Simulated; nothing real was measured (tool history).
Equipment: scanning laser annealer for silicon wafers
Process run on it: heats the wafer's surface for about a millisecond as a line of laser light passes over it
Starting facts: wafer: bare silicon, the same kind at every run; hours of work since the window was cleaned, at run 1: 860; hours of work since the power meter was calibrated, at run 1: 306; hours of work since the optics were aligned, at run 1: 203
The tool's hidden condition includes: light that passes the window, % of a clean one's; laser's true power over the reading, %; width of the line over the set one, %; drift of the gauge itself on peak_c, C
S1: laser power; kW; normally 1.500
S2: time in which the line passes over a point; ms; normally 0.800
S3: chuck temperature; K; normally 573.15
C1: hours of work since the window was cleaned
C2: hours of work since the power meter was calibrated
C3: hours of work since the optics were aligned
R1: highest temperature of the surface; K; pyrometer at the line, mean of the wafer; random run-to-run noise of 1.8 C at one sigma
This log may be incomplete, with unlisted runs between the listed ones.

Run 1, hour 0.0: usual settings; C1 860; C2 306; C3 203. Result: R1 1390.15 K.
Run 2, hour 29.5: usual settings; C1 873; C2 319; C3 216. Result: R1 1392.15 K.
Run 3, hour 59.7: usual settings; C1 886; C2 332; C3 230. Result: R1 1389.15 K.
At hour 108.5: window over the wafer cleaned.
Run 4, hour 108.5: usual settings; C1 0; C2 353; C3 251. Result: R1 1408.15 K.
Run 5, hour 135.8: usual settings; C1 12; C2 365; C3 263. Result: R1 1409.15 K.
Run 6, hour 197.8: usual settings; C1 40; C2 393; C3 291. Result: R1 1408.15 K.
Run 7, hour 250.2: usual settings but S1 1.521 kW; C1 63; C2 417; C3 314. Result: R1 1417.15 K.
Run 8, hour 310.2: usual settings but S1 1.521 kW, S3 592.15 K; C1 90; C2 443; C3 341. Result: R1 1439.15 K.
Run 9, hour 336.0: usual settings; C1 102; C2 455; C3 353. Result: R1 1403.15 K.
Run 10, hour 387.1: usual settings; C1 125; C2 478; C3 375. Result: R1 1407.15 K.
Run 11, hour 413.8: usual settings; C1 137; C2 490; C3 387. Result: R1 1406.15 K.
Run 12, hour 465.6: usual settings; C1 160; C2 513; C3 410. Result: R1 1405.15 K.
Run 13, hour 509.3: usual settings but S3 539.15 K; C1 179; C2 533; C3 430. Result: R1 1372.15 K.
Run 14, hour 559.6: usual settings but S3 539.15 K; C1 202; C2 555; C3 453. Result: R1 1370.15 K.
Run 15, hour 620.6: usual settings but S2 0.825 ms; C1 229; C2 582; C3 480. Result: R1 1411.15 K.
Run 16, hour 647.7: usual settings but S2 0.825 ms; C1 241; C2 594; C3 492. Result: R1 1410.15 K.
Run 17, hour 699.7: usual settings; C1 264; C2 618; C3 515. Result: R1 1397.15 K.
Run 18, hour 732.1: usual settings; C1 279; C2 632; C3 530. Result: R1 1396.15 K.
Run 19, hour 786.4: usual settings; C1 303; C2 656; C3 554. Result: R1 1399.15 K.
Run 20, hour 846.6: usual settings but S1 1.325 kW; C1 330; C2 683; C3 581. Result: R1 1298.15 K.
Run 21, hour 872.2: usual settings; C1 342; C2 695; C3 592. Result: R1 1397.15 K.
Run 22, hour 899.9: usual settings but S3 607.15 K; C1 354; C2 707; C3 605. Result: R1 1431.15 K.
Run 23, hour 926.4: usual settings but S1 1.284 kW, S2 0.936 ms, S3 547.15 K; C1 366; C2 719; C3 617. Result: R1 1300.15 K.
Run 24, hour 959.1: usual settings but S1 1.288 kW, S2 0.936 ms, S3 593.15 K; C1 380; C2 734; C3 631. Result: R1 1347.15 K.
Run 25, hour 1011.7: usual settings but S1 1.532 kW, S2 0.846 ms, S3 539.15 K; C1 404; C2 757; C3 655. Result: R1 1397.15 K.

Forecast run 26:
Run 26, hour 1069.1: usual settings but S1 1.532 kW, S2 0.846 ms, S3 611.15 K; C1 430; C2 783; C3 680. Result: R1 ?.

Run 26 produced R1 1470.15 K.
Had the tool carried no hidden state, the very same run would have given R1 1496.15 K.
